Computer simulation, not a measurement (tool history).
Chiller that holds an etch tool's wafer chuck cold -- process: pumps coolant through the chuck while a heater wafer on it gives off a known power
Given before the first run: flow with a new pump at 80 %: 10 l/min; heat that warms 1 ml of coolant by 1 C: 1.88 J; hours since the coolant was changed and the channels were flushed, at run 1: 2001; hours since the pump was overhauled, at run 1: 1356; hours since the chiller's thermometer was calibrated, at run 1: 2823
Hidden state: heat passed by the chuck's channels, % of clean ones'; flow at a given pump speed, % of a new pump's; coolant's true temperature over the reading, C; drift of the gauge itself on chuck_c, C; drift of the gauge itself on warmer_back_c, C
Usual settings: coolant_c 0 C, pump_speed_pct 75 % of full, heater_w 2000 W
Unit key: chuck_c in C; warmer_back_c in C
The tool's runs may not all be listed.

run,day,coolant_c,pump_speed_pct,heater_w,hours since the coolant was changed and the channels were flushed,hours since the pump was overhauled,hours since the chiller's thermometer was calibrated,chuck_c,warmer_back_c
1,0.000,0,75,2000,2001,1356,2823,14.0,6.80
2,1.750,0,75,2646,2043,1398,2865,18.8,9.02
3,3.133,0,75,2646,2076,1431,2898,18.6,9.03
4,4.708,0,75,2646,2114,1469,2936,18.7,9.02
5,6.200,0,75,2646,2149,1505,2972,18.8,9.09
6,7.167,0,75,2646,2173,1528,2995,18.8,9.08
7,8.838,7,75,2000,2213,1568,3035,21.1,6.85
8,10.404,7,75,2000,2250,1606,3073,21.2,6.77
9,11.162,7,75,2000,2269,1624,3091,21.4,6.81
10,12.983,7,75,2000,2312,1668,3135,21.3,6.79
11,14.229,7,75,2000,2342,1698,3165,21.3,6.83
12,15.604,0,63,2000,2375,1731,3198,16.6,8.28
13,16.721,0,63,2000,2402,1757,3224,16.4,8.23
14,17.925,0,63,2000,2431,1786,3253,16.6,8.29
15,19.238,0,63,2000,2462,1818,3285,16.5,8.28
16,20.421,0,75,2000,2491,1846,3313,14.0,6.90
17,22.021,0,75,2000,2529,1885,3352,14.3,6.84
18,23.296,10,75,2000,2560,1915,3382,24.3,6.90
19,24.383,10,75,2000,2586,1941,3408,24.3,6.79
20,25.467,10,75,2393,2612,1967,3434,27.0,8.17
21,26.308,6,95,1038,2632,1988,3455,12.0,2.74
22,28.108,6,65,1767,2675,2031,3498,20.2,7.07
23,29.367,8,62,1439,2705,2061,3528,20.3,6.02
24,30.829,8,62,1439,2741,2096,3563,20.1,5.99
25,31.679,8,62,1439,2761,2116,3583,20.0,6.03
26,33.117,8,74,1439,2796,2151,3618,18.2,5.00
27,34.471,5,65,2000,2828,2184,3650,21.3,7.97
28,35.450,3,80,1763,2851,2207,3674,14.8,5.54
29,37.092,3,67,1047,2891,2246,3713,11.2,4.02
30,38.375,8,61,2234,2922,2277,3744,27.1,9.51
31,39.750,8,61,2234,2955,2310,3777,27.2,9.47

Consider 5 possible next runs. They are alternatives, not a sequence: every one starts from the tool as it was left by run 31. What does each give?
A,41.567,5,89,2017,2998,2354,3821,?,?
B,41.567,-8,63,2977,2998,2354,3821,?,?
C,41.567,8,61,2498,2998,2354,3821,?,?
D,41.567,0,71,2934,2998,2354,3821,?,?
E,41.567,0,75,1149,2998,2354,3821,?,?

run,chuck_c,warmer_back_c
A,17.2,5.76
B,16.9,12.21
C,29.5,10.64
D,21.8,10.56
E,8.1,3.95
Take away the tool's hidden state, keep each run's random variation, and the runs would have read:
run,chuck_c,warmer_back_c
A,17.2,5.76
B,16.9,12.21
C,29.5,10.64
D,21.8,10.56
E,8.1,3.95

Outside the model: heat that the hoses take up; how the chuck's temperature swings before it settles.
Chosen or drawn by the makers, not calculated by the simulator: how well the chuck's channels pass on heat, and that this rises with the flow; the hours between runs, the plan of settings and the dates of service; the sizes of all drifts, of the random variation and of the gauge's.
